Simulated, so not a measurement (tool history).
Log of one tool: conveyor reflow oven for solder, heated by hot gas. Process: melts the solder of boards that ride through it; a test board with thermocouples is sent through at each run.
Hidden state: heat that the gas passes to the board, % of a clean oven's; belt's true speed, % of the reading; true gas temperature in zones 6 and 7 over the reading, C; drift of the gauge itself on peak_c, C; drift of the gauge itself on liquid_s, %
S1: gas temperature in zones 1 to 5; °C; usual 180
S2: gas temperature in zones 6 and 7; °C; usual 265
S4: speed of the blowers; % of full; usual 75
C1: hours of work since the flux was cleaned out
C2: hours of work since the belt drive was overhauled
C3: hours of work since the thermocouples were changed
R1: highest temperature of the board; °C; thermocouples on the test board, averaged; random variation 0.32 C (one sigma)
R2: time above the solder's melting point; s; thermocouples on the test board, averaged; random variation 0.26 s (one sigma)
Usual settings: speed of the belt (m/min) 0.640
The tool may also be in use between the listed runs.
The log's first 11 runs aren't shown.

{"run": 12, "hour": 154.9, "S1": 180, "S2": 265, "speed of the belt (m/min)": 0.64, "S4": 75, "C1": 203, "C2": 255, "C3": 397, "R1": 253.5, "R2": 44.6}
{"run": 13, "hour": 171.0, "S1": 180, "S2": 265, "speed of the belt (m/min)": 0.64, "S4": 75, "C1": 210, "C2": 262, "C3": 404, "R1": 251.6, "R2": 44.0}
{"run": 14, "hour": 183.3, "S1": 180, "S2": 265, "speed of the belt (m/min)": 0.64, "S4": 75, "C1": 215, "C2": 267, "C3": 409, "R1": 252.5, "R2": 44.4}
{"run": 15, "hour": 195.1, "S1": 180, "S2": 274, "speed of the belt (m/min)": 0.64, "S4": 75, "C1": 220, "C2": 273, "C3": 414, "R1": 261.0, "R2": 47.7}
{"run": 16, "hour": 205.1, "S1": 180, "S2": 274, "speed of the belt (m/min)": 0.64, "S4": 75, "C1": 225, "C2": 277, "C3": 418, "R1": 261.1, "R2": 48.1}
{"run": 17, "hour": 224.2, "S1": 193, "S2": 263, "speed of the belt (m/min)": 0.558, "S4": 71, "C1": 233, "C2": 285, "C3": 427, "R1": 255.0, "R2": 57.3}
{"run": 18, "hour": 242.2, "S1": 193, "S2": 263, "speed of the belt (m/min)": 0.558, "S4": 71, "C1": 241, "C2": 293, "C3": 434, "R1": 255.3, "R2": 57.6}
{"run": 19, "hour": 252.9, "S1": 193, "S2": 263, "speed of the belt (m/min)": 0.558, "S4": 71, "C1": 246, "C2": 298, "C3": 439, "R1": 254.3, "R2": 57.2}
{"run": 20, "hour": 273.6, "S1": 193, "S2": 263, "speed of the belt (m/min)": 0.558, "S4": 71, "C1": 255, "C2": 307, "C3": 448, "R1": 254.9, "R2": 57.6}
{"run": 21, "hour": 287.8, "S1": 194, "S2": 272, "speed of the belt (m/min)": 0.524, "S4": 71, "C1": 261, "C2": 313, "C3": 454, "R1": 264.3, "R2": 65.6}
{"hour": 304.4, "done": "flux residue cleaned out of gas plates and filters"}
{"run": 22, "hour": 314.5, "S1": 176, "S2": 258, "speed of the belt (m/min)": 0.562, "S4": 55, "C1": 4, "C2": 322, "C3": 464, "R1": 245.3, "R2": 44.7}
{"run": 23, "hour": 335.3, "S1": 176, "S2": 258, "speed of the belt (m/min)": 0.562, "S4": 55, "C1": 13, "C2": 331, "C3": 473, "R1": 246.0, "R2": 44.8}

The next listed run, before its measurement:
{"run": 24, "hour": 351.8, "S1": 180, "S2": 265, "speed of the belt (m/min)": 0.64, "S4": 69, "C1": 21, "C2": 339, "C3": 480, "R1": "?", "R2": "?"}

{"run 24": {"R1": 251.6, "R2": 43.7}}
Without the tool's hidden state the same run would have given R1 251.5 °C, R2 43.7 s.
